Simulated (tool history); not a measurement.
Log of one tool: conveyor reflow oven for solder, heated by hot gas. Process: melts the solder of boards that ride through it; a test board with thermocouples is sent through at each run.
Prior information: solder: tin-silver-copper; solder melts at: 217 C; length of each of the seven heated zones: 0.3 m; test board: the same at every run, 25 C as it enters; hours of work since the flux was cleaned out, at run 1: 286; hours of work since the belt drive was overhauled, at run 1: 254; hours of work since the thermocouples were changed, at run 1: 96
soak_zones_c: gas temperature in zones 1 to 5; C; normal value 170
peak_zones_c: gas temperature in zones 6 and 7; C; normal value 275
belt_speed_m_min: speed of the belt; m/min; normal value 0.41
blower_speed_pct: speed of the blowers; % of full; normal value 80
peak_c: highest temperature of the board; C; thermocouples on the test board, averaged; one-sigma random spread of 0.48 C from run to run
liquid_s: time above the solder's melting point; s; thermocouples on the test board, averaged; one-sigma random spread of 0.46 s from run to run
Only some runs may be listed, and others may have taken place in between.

run,hour,soak_zones_c,peak_zones_c,belt_speed_m_min,blower_speed_pct,hours of work since the flux was cleaned out,hours of work since the belt drive was overhauled,hours of work since the thermocouples were changed,peak_c,liquid_s
1,0,170,275,0.41,80,286,254,96,257.2,69.2
2,15.4,170,275,0.41,80,296,264,106,256.8,68.8
3,32.5,170,275,0.41,80,307,275,117,256.7,68.1
4,50.3,170,275,0.41,64,318,287,129,254.6,65.7
5,57.7,170,275,0.41,64,323,291,133,255.6,65.1
6,68.9,170,275,0.41,64,330,299,140,254.8,64.8
7,77.4,170,275,0.41,80,336,304,146,256.1,67.5
8,93,170,275,0.41,80,346,314,156,257,67.9
9,106.3,170,275,0.41,80,354,323,165,256.4,67.6
10,119.3,170,275,0.41,63,363,331,173,254.3,64.8
11,133.4,170,275,0.41,63,372,340,182,253.8,64.8
12,143.6,170,275,0.37,80,378,347,189,259.9,78.4
13,156,170,275,0.37,80,386,355,197,259.1,78
14,164.9,170,275,0.372,80,392,360,202,259.4,77.9
15,179.1,170,275,0.372,80,401,370,212,259.3,78.5
16,193.3,170,275,0.372,80,410,379,221,259.3,77.9
17,206.4,158,275,0.41,80,419,387,229,253.3,61.4
18,214.6,170,282,0.365,80,424,392,234,266.9,84.2
19,222.1,156,287,0.334,84,429,397,239,273.3,91.5
20,236.6,157,285,0.454,70,438,407,249,255.6,55.2
21,247.6,157,277,0.454,74,445,414,256,250.6,49.6
# hour 255.7: flux residue cleaned out of gas plates and filters
22,269,170,275,0.469,80,9,424,266,255.4,58.4
23,282.8,170,284,0.456,80,17,433,275,264.4,64.4
24,294.8,156,264,0.411,58,25,441,283,244,51.2
25,302.8,156,264,0.411,58,30,446,288,243.5,50.7
26,314.5,178,283,0.469,80,38,454,296,264.2,65.8
27,331.6,178,283,0.481,83,49,465,307,262.6,63.6
28,347.1,178,283,0.481,83,59,475,317,263.2,63.7
29,362.3,157,269,0.488,85,69,484,326,245.7,44.9
30,375.4,157,269,0.488,85,77,493,335,246,43.5

What if the next run were any one of these 4? Each begins from the tool's condition after run 30:
A,387.5,165,275,0.467,80,85,501,343,?,?
B,387.5,157,269,0.488,68,85,501,343,?,?
C,387.5,170,269,0.435,81,85,501,343,?,?
D,387.5,157,269,0.416,82,85,501,343,?,?

run,peak_c,liquid_s
A,254.2,55.4
B,242.3,40.1
C,252,60.2
D,251.2,58.3
With no hidden state in the tool, these same runs would have given:
run,peak_c,liquid_s
A,255.8,56.4
B,243.9,41.5
C,253.5,61.2
D,252.8,59.5
